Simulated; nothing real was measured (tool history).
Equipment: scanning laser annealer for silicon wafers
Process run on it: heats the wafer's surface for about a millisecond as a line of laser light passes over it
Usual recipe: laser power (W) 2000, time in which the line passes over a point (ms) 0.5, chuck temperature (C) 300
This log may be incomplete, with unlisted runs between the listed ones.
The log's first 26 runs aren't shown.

run,hour,laser power (W),time in which the line passes over a point (ms),chuck temperature (C),highest temperature of the surface (C)
27,939.5,1964,0.5,284,969
28,987.9,1717,0.5,280,877
29,1028.9,1717,0.5,280,873
30,1080.9,2050,0.436,309,979
31,1114.7,1851,0.436,309,914
32,1157.1,1851,0.436,309,909
33,1206.2,1851,0.436,309,908
34,1245.7,1851,0.436,309,908
35,1284.8,1851,0.436,309,910
36,1316.5,2162,0.426,309,1002
37,1347.4,2162,0.426,309,1001
38,1394.8,2019,0.426,309,955

5 ways to go on from here, each from the tool as it stands after run 38. What would each give?
# hour 1406.6: window over the wafer cleaned
A,1430,1846,0.6,319,?
# hour 1406.6: window over the wafer cleaned
B,1430,1744,0.5,261,?
# hour 1406.6: window over the wafer cleaned
C,1430,2075,0.593,300,?
# hour 1406.6: window over the wafer cleaned
D,1430,1931,0.54,309,?
# hour 1406.6: window over the wafer cleaned
E,1430,2000,0.513,300,?

run,highest temperature of the surface (C)
A,1033
B,877
C,1101
D,1022
E,1021
What these runs would have given with no unlogged condition in the tool:
run,highest temperature of the surface (C)
A,1037
B,880
C,1105
D,1026
E,1025

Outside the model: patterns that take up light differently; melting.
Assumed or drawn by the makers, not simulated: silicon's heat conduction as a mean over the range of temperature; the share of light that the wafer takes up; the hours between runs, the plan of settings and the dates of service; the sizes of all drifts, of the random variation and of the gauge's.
